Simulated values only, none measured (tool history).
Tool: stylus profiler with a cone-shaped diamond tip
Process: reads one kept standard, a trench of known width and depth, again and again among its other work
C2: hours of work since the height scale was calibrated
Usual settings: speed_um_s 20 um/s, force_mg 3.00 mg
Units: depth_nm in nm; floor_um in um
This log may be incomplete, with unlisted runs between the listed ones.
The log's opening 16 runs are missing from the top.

Run 17, hour 239.0: usual settings but force_mg 1.84 mg; scans with this tip 3551; C2 668. Result: depth_nm 1009.21 nm, floor_um 23.13 um.
Run 18, hour 255.1: usual settings but force_mg 1.84 mg; scans with this tip 3602; C2 677. Result: depth_nm 1009.71 nm, floor_um 23.17 um.
Run 19, hour 276.4: usual settings but force_mg 1.27 mg; scans with this tip 3668; C2 690. Result: depth_nm 1007.92 nm, floor_um 23.08 um.
Run 20, hour 296.6: usual settings but speed_um_s 18 um/s, force_mg 6.69 mg; scans with this tip 3732; C2 702. Result: depth_nm 1018.72 nm, floor_um 23.15 um.
Run 21, hour 313.4: usual settings but speed_um_s 18 um/s, force_mg 6.69 mg; scans with this tip 3784; C2 712. Result: depth_nm 1018.47 nm, floor_um 23.17 um.
Run 22, hour 324.6: usual settings but speed_um_s 43 um/s, force_mg 1.38 mg; scans with this tip 3819; C2 718. Result: depth_nm 1008.75 nm, floor_um 23.01 um.
Run 23, hour 338.2: usual settings but speed_um_s 11 um/s, force_mg 2.28 mg; scans with this tip 3862; C2 726. Result: depth_nm 1011.11 nm, floor_um 23.12 um.
Run 24, hour 355.7: usual settings but speed_um_s 11 um/s, force_mg 2.28 mg; scans with this tip 3917; C2 736. Result: depth_nm 1010.76 nm, floor_um 23.11 um.
Run 25, hour 379.0: usual settings but speed_um_s 11 um/s, force_mg 2.28 mg; scans with this tip 3990; C2 750. Result: depth_nm 1010.79 nm, floor_um 23.09 um.
Run 26, hour 388.7: usual settings but speed_um_s 11 um/s, force_mg 2.28 mg; scans with this tip 4021; C2 756. Result: depth_nm 1010.96 nm, floor_um 23.09 um.
Run 27, hour 405.1: usual settings but speed_um_s 61 um/s, force_mg 1.05 mg; scans with this tip 4072; C2 766. Result: depth_nm 1008.25 nm, floor_um 22.93 um.

The next listed run, before its measurement:
Run 28, hour 415.7: usual settings but speed_um_s 12 um/s, force_mg 2.48 mg; scans with this tip 4105; C2 772. Result: depth_nm ?, floor_um ?.

depth_nm: 1011.03 nm
floor_um: 23.09 um
The same run, on a tool lacking any hidden state, would have yielded depth_nm 1007.62 nm, floor_um 24.00 um.

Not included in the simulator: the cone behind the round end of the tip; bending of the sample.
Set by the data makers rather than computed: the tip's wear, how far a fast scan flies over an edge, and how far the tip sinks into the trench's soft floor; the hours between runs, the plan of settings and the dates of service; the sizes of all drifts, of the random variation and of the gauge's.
